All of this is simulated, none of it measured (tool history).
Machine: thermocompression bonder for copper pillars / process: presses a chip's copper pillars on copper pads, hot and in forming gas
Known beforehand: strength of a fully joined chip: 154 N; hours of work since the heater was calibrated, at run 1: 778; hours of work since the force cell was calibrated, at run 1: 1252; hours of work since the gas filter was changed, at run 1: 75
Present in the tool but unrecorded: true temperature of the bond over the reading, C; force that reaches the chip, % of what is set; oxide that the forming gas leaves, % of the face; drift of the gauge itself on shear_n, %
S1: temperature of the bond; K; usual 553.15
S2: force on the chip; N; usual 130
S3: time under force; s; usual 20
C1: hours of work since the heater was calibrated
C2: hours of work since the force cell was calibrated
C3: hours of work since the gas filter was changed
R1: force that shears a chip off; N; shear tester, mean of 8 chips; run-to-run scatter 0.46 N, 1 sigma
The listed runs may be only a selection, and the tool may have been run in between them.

run    hour      S1   S2  S3    C1    C2   C3     R1
  1     0.0  553.15  130  20   778  1252   75   87.9
  2    64.7  553.15  130  43   828  1302  124  106.9
       82.6  -- forming gas filter changed
  3    93.3  553.15  130  43   849  1323    8  110.5
  4   139.5  553.15  130  43   885  1358   44  109.6
  5   204.6  553.15  130  43   935  1408   93  107.2
  6   256.5  553.15  130  20   974  1448  133   84.9
      260.6  -- forming gas filter changed
  7   298.7  553.15  130  20  1006  1480   29   87.5
  8   332.6  553.15  130  20  1032  1506   55   86.4
  9   400.5  553.15  130  20  1084  1558  107   84.2
      411.7  -- heater calibrated with a thermocouple chip
      442.7  -- forming gas filter changed
 10   454.7  553.15  130  20    33  1598    9   91.6
 11   517.5  553.15  130  34    81  1646   57  104.1
 12   573.7  579.15  130  34   124  1689  100  122.1
      618.4  -- forming gas filter changed
 13   635.0  579.15  130  34   170  1735   13  124.5
      651.4  -- force cell calibrated
 14   680.2  528.15  111  34   204    22   46   69.1
 15   730.8  528.15  111  34   242    61   85   68.5
      796.6  -- forming gas filter changed
 16   800.8  561.15   92  13   296   114    3   59.9
      834.6  -- force cell calibrated, once more
 17   850.4  561.15   92  13   333    12   40   63.6
 18   916.0  525.15  102  19   383    62   90   51.7
 19   949.3  525.15  102  19   408    88  116   51.4
      977.6  -- forming gas filter changed
 20   981.4  525.15  102  19   432   112    3   52.3
 21  1025.9  525.15  102  19   467   146   37   51.7
 22  1093.7  558.15  130  37   518   198   89  110.0
 23  1130.2  536.15  130  40   546   226  117   92.6
     1156.8  -- forming gas filter changed
 24  1168.0  552.15  108  18   575   255    9   74.6

Across each entry between runs, compare the hidden state at the last listed run before it with the hidden state at the first listed run after it:
From run 2 to run 3: forming gas filter changed (hour 82.6)
  true temperature of the bond over the reading, C: -5.7 -> -5.8; oxide that the forming gas leaves, % of the face: 3.36 -> 0.68
  what was measured, less what the result would be without the hidden state, R1: -10.4 -> -7.6 N
From run 6 to run 7: forming gas filter changed (hour 260.6)
  true temperature of the bond over the reading, C: -6.6 -> -6.8; force that reaches the chip, % of what is set: 95.9 -> 95.8; oxide that the forming gas leaves, % of the face: 3.33 -> 1.28
  what was measured, less what the result would be without the hidden state, R1: -11.1 -> -9.7 N
From run 9 to run 10: heater calibrated with a thermocouple chip (hour 411.7); forming gas filter changed (hour 442.7)
  true temperature of the bond over the reading, C: -7.3 -> -2.2; force that reaches the chip, % of what is set: 95.6 -> 95.5; oxide that the forming gas leaves, % of the face: 3.01 -> 0.9
  what was measured, less what the result would be without the hidden state, R1: -11.6 -> -5.6 N
From run 12 to run 13: forming gas filter changed (hour 618.4)
  true temperature of the bond over the reading, C: -2.8 -> -3.1; force that reaches the chip, % of what is set: 95.3 -> 95.1; oxide that the forming gas leaves, % of the face: 2.87 -> 0.85
  what was measured, less what the result would be without the hidden state, R1: -7.5 -> -5.3 N
From run 13 to run 14: force cell calibrated (hour 651.4)
  true temperature of the bond over the reading, C: -3.1 -> -3.2; force that reaches the chip, % of what is set: 95.1 -> 92.6; oxide that the forming gas leaves, % of the face: 0.85 -> 1.51
  what was measured, less what the result would be without the hidden state, R1: -5.3 -> -8.6 N
From run 15 to run 16: forming gas filter changed (hour 796.6)
  true temperature of the bond over the reading, C: -3.5 -> -3.8; force that reaches the chip, % of what is set: 92.5 -> 92.4; oxide that the forming gas leaves, % of the face: 2.33 -> 0.61
  what was measured, less what the result would be without the hidden state, R1: -9.5 -> -7.6 N
From run 16 to run 17: force cell calibrated, once more (hour 834.6)
  true temperature of the bond over the reading, C: -3.8 -> -4; force that reaches the chip, % of what is set: 92.4 -> 99.6; oxide that the forming gas leaves, % of the face: 0.61 -> 1.43
  what was measured, less what the result would be without the hidden state, R1: -7.6 -> -3.7 N
From run 19 to run 20: forming gas filter changed (hour 977.6)
  true temperature of the bond over the reading, C: -4.5 -> -4.6; oxide that the forming gas leaves, % of the face: 3.11 -> 0.58
  what was measured, less what the result would be without the hidden state, R1: -4.9 -> -3.7 N
From run 23 to run 24: forming gas filter changed (hour 1156.8)
  true temperature of the bond over the reading, C: -5.3 -> -5.5; force that reaches the chip, % of what is set: 99.1 -> 99; oxide that the forming gas leaves, % of the face: 3.11 -> 0.69
  what was measured, less what the result would be without the hidden state, R1: -8.0 -> -5.3 N
